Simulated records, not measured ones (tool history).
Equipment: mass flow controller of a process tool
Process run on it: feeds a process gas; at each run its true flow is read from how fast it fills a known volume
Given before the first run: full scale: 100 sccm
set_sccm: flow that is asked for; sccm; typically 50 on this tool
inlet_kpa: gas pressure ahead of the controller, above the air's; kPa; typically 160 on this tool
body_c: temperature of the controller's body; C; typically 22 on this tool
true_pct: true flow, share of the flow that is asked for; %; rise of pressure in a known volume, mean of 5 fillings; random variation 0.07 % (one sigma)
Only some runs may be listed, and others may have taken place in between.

run,hour,set_sccm,inlet_kpa,body_c,true_pct
1,0.0,50,160,22,98.57
2,354.5,50,271,22,99.04
3,762.9,50,271,22,99.07
4,1232.7,50,271,22,99.11
5,1451.7,50,271,22,99.01
6,1812.1,50,271,22,99.09
7,2236.2,50,160,24,98.72
8,2713.7,50,160,24,98.77
9,3155.6,50,160,22,98.74
10,3480.5,50,160,22,98.70
11,3746.1,59,160,22,98.78
12,3986.6,50,166,22,98.71
13,4219.0,50,166,22,98.68
14,4674.2,50,166,22,98.48
15,5122.9,50,166,22,98.57
16,5421.5,50,166,22,98.67
17,5630.4,20,199,25,98.32
18,6080.0,20,199,36,99.34
19,6413.6,23,160,27,98.51
20,6680.9,23,160,27,98.56
21,7048.1,23,247,37,99.62
# hour 7180.9: controller's zero set anew
22,7270.7,96,247,38,101.07
# hour 7463.5: controller exchanged for a calibrated one
23,7688.3,50,218,30,99.45
24,8059.1,74,181,24,99.27
25,8490.2,74,181,24,99.34
26,8900.9,74,181,24,99.45
27,9278.9,50,160,23,98.75
28,9584.6,62,160,24,99.01
29,10032.5,59,174,22,98.95
30,10398.8,61,199,28,99.63

What if the next run were any one of these 3? Each begins from the tool's condition after run 30:
A,10701.5,50,160,27,?
B,10701.5,50,160,40,?
C,10701.5,50,160,37,?

run,true_pct
A,98.99
B,100.24
C,99.90
With no hidden state in the tool, these same runs would have given:
run,true_pct
A,98.99
B,100.24
C,99.90

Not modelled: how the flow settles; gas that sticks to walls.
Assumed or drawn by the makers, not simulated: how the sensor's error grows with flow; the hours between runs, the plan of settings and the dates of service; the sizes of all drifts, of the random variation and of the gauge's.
